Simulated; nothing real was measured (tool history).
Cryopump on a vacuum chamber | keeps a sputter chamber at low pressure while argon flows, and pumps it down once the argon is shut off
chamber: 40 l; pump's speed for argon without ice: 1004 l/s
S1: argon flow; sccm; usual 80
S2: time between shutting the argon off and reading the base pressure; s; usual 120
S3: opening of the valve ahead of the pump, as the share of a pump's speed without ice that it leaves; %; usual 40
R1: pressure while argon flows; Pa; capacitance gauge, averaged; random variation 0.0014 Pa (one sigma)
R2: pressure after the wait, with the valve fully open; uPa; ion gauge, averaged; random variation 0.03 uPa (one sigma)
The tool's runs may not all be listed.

run     day   S1   S2  S3      R1     R2
  1   0.000   80  120  40  0.3385   3.62
  2   1.071   60  120  40  0.2560   3.56
  3   2.317   60  120  40  0.2564   3.71
  4   3.754   60  120  40  0.2570   3.70
  5   5.792   60  120  40  0.2574   3.76
  6   7.208   60  120  40  0.2569   3.80
  7   8.388   80  120  44  0.3123   3.69
  8   9.300   83  120  40  0.3551   3.94
  9  11.117   80  120  19  0.7158   3.90
 10  12.658   80  120  40  0.3460   3.92
 11  13.767   80  120  33  0.4159   3.98
 12  15.425   80  120  33  0.4172   3.93
 13  16.500   80   37  40  0.3478   6.84
 14  18.446   80   37  40  0.3475   6.66
 15  20.200   80   37  40  0.3480   6.70
 16  21.767   80   37  40  0.3504   6.87
 17  23.012   80   64  40  0.3484   5.28
 18  24.646   80   66  40  0.3504   5.30
 19  26.162   39   88  36  0.1890   4.68
 20  27.442   39   88  36  0.1893   4.78
 21  28.896   80  178  40  0.3527   3.93
 22  30.633   80  158  29  0.4794   4.01
 23  31.825  114   27  17  1.1547   8.72
 24  33.221  156  120  21  1.2907   4.39
 25  34.562   77   22  22  0.6051   9.89
 26  36.396   77   22  22  0.6074  10.11
 27  37.717   51  285  39  0.2336   3.78
 28  38.717  124  205  49  0.4619   4.20
 29  40.246   80   31  25  0.5603   8.00
 30  42.212   80   31  25  0.5621   8.32
 31  44.258   94   55  25  0.6585   6.22
 32  45.671  106   61  35  0.5421   5.72
 33  47.696  106   61  35  0.5407   6.02
 34  48.842   56   43  35  0.2872   6.85

3 ways to go on from here, each from the tool as it stands after run 34. What would each give?
  A  50.600  80  44  40   ?   ?
  B  50.600  81  87  19   ?   ?
  C  50.600  37  79  19   ?   ?

run      R1    R2
  A  0.3641  7.00
  B  0.7456  5.44
  C  0.3420  5.70
Without the tool's hidden state the same runs would have given:
run      R1    R2
  A  0.3368  3.57
  B  0.7181  1.98
  C  0.3294  2.17

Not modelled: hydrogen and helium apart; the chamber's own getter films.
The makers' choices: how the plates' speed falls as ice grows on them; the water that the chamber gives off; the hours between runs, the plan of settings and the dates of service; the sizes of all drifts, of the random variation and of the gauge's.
